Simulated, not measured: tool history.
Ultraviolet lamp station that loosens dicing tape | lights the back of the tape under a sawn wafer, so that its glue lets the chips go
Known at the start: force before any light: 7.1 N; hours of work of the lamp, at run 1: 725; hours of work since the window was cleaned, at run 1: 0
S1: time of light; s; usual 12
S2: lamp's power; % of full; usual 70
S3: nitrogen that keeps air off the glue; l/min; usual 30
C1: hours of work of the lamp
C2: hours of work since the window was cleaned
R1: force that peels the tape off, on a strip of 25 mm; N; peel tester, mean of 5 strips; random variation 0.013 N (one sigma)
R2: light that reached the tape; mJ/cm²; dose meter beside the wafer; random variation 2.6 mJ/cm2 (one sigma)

| run | hour | S1 | S2 | S3 | C1 | C2 | R1 | R2 |
|---|---|---|---|---|---|---|---|---|
| 1 | 0 | 12 | 70 | 30 | 725 | 0 | 0.592 | 323 |
| 2 | 52.9 | 12 | 70 | 11 | 765 | 40 | 1.305 | 326 |
| 3 | 107.9 | 12 | 70 | 11 | 806 | 81 | 1.338 | 324 |
| 4 | 177.1 | 12 | 65 | 30 | 858 | 133 | 0.664 | 305 |
| 5 | 245.5 | 12 | 65 | 30 | 909 | 184 | 0.694 | 302 |
| 6 | 279.9 | 12 | 65 | 30 | 935 | 210 | 0.703 | 304 |
| 7 | 329.8 | 12 | 65 | 30 | 972 | 247 | 0.689 | 301 |
| 8 | 380.9 | 10 | 70 | 30 | 1011 | 286 | 0.857 | 273 |
| 9 | 445.1 | 10 | 70 | 30 | 1059 | 334 | 0.893 | 267 |
| 10 | 492 | 12 | 70 | 30 | 1094 | 369 | 0.611 | 330 |
| 11 | 536.2 | 14 | 70 | 30 | 1127 | 402 | 0.461 | 380 |
| 12 | 569.7 | 12 | 70 | 30 | 1152 | 427 | 0.577 | 320 |
| 13 | 610.9 | 12 | 70 | 30 | 1183 | 458 | 0.606 | 321 |
| 14 | 676 | 12 | 70 | 30 | 1232 | 507 | 0.609 | 327 |
| 15 | 738.9 | 12 | 70 | 30 | 1279 | 554 | 0.601 | 325 |
| 16 | 790.8 | 9 | 70 | 30 | 1318 | 593 | 0.999 | 242 |
| 17 | 849.9 | 18 | 70 | 30 | 1362 | 637 | 0.294 | 487 |
|  | 915.5 | window cleaned of glue's vapour |
| 18 | 915.5 | 18 | 70 | 30 | 1411 | 0 | 0.288 | 487 |
| 19 | 969.5 | 12 | 70 | 30 | 1452 | 40 | 0.615 | 324 |
|  | 977.3 | lamp changed |
| 20 | 1030.8 | 12 | 70 | 30 | 40 | 86 | 0.606 | 323 |
| 21 | 1097.3 | 17 | 70 | 30 | 90 | 136 | 0.319 | 457 |
| 22 | 1167.6 | 17 | 70 | 30 | 143 | 188 | 0.319 | 461 |
| 23 | 1241.6 | 14 | 64 | 46 | 198 | 244 | 0.398 | 345 |
| 24 | 1305.1 | 15 | 97 | 19 | 246 | 291 | 0.321 | 567 |
| 25 | 1369.9 | 15 | 97 | 19 | 294 | 340 | 0.323 | 567 |
| 26 | 1406.9 | 15 | 97 | 19 | 322 | 368 | 0.326 | 570 |
| 27 | 1463.1 | 14 | 70 | 13 | 364 | 410 | 0.898 | 380 |
| 28 | 1494.7 | 14 | 75 | 29 | 388 | 434 | 0.404 | 406 |
| 29 | 1525 | 6 | 77 | 25 | 411 | 456 | 1.864 | 180 |
| 30 | 1587.2 | 10 | 77 | 16 | 457 | 503 | 1.188 | 303 |
| 31 | 1641.9 | 14 | 77 | 31 | 498 | 544 | 0.357 | 421 |
| 32 | 1672.1 | 12 | 93 | 30 | 521 | 567 | 0.344 | 430 |
| 33 | 1712.4 | 14 | 89 | 30 | 551 | 597 | 0.304 | 484 |
| 34 | 1768.9 | 14 | 89 | 30 | 594 | 639 | 0.285 | 481 |
| 35 | 1814.1 | 16 | 82 | 30 | 627 | 673 | 0.266 | 503 |
|  | 1835.8 | window cleaned of glue's vapour |
| 36 | 1864.2 | 16 | 82 | 30 | 665 | 21 | 0.266 | 509 |
| 37 | 1918 | 6 | 64 | 40 | 705 | 62 | 1.793 | 146 |
| 38 | 1972.2 | 6 | 64 | 40 | 746 | 102 | 1.807 | 146 |
| 39 | 2039.3 | 12 | 70 | 31 | 796 | 153 | 0.59 | 326 |
| 40 | 2093.6 | 12 | 96 | 12 | 837 | 193 | 0.719 | 445 |
| 41 | 2153.3 | 8 | 70 | 24 | 881 | 238 | 1.401 | 218 |
| 42 | 2215 | 8 | 73 | 59 | 928 | 284 | 0.774 | 226 |
| 43 | 2275.3 | 15 | 71 | 30 | 973 | 330 | 0.384 | 412 |

Forecast each of these 3 alternatives for the next run:
| A | 2315.5 | 15 | 71 | 28 | 1003 | 360 | ? | ? |
| B | 2315.5 | 17 | 71 | 19 | 1003 | 360 | ? | ? |
| C | 2315.5 | 8 | 71 | 54 | 1003 | 360 | ? | ? |

| run | R1 | R2 |
|---|---|---|
| A | 0.419 | 415 |
| B | 0.444 | 472 |
| C | 0.828 | 219 |
Without the tool's hidden state the same runs would have given:
| run | R1 | R2 |
|---|---|---|
| A | 0.418 | 416 |
| B | 0.443 | 472 |
| C | 0.826 | 220 |
